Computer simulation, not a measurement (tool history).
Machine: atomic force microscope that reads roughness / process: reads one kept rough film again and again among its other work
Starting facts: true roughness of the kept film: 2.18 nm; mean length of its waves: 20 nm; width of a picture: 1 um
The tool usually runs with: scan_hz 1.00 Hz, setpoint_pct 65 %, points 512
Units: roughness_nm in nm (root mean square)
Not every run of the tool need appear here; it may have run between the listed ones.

| run | hour | scan_hz | setpoint_pct | points | roughness_nm |
|---|---|---|---|---|---|
| 1 | 0.0 | 1.00 | 65 | 512 | 1.707 |
| 2 | 18.6 | 1.00 | 65 | 512 | 1.643 |
| 3 | 36.2 | 1.00 | 63 | 512 | 1.604 |
| 4 | 61.2 | 1.00 | 65 | 512 | 1.522 |
|  | 80.9 | new tip fitted |
| 5 | 82.0 | 1.00 | 65 | 512 | 1.878 |
| 6 | 96.4 | 1.00 | 67 | 512 | 1.816 |
| 7 | 118.7 | 1.00 | 69 | 512 | 1.717 |
|  | 120.9 | height scale calibrated on a step standard |
| 8 | 130.1 | 0.58 | 69 | 457 | 1.696 |
| 9 | 150.1 | 1.00 | 62 | 584 | 1.637 |
| 10 | 162.5 | 1.00 | 62 | 584 | 1.599 |
| 11 | 178.8 | 0.67 | 84 | 918 | 1.512 |
| 12 | 199.9 | 0.67 | 84 | 918 | 1.453 |

Selected run-to-run steps in roughness_nm, each split into two signed amounts: the part the tool would show with no hidden state at all (from settings, incoming material and random variation), and the remainder, which goes to the hidden state together with any gauge scatter not common to the measured and the hidden-state-free results:
Unlogged tool condition in this case: radius of the tip, nm; height scale over the true one, %; drift of the gauge itself on roughness_nm, %.
Run 4 -> 5: new tip fitted. roughness_nm +0.356 nm (root mean square): hidden state +0.363, all else -0.007.
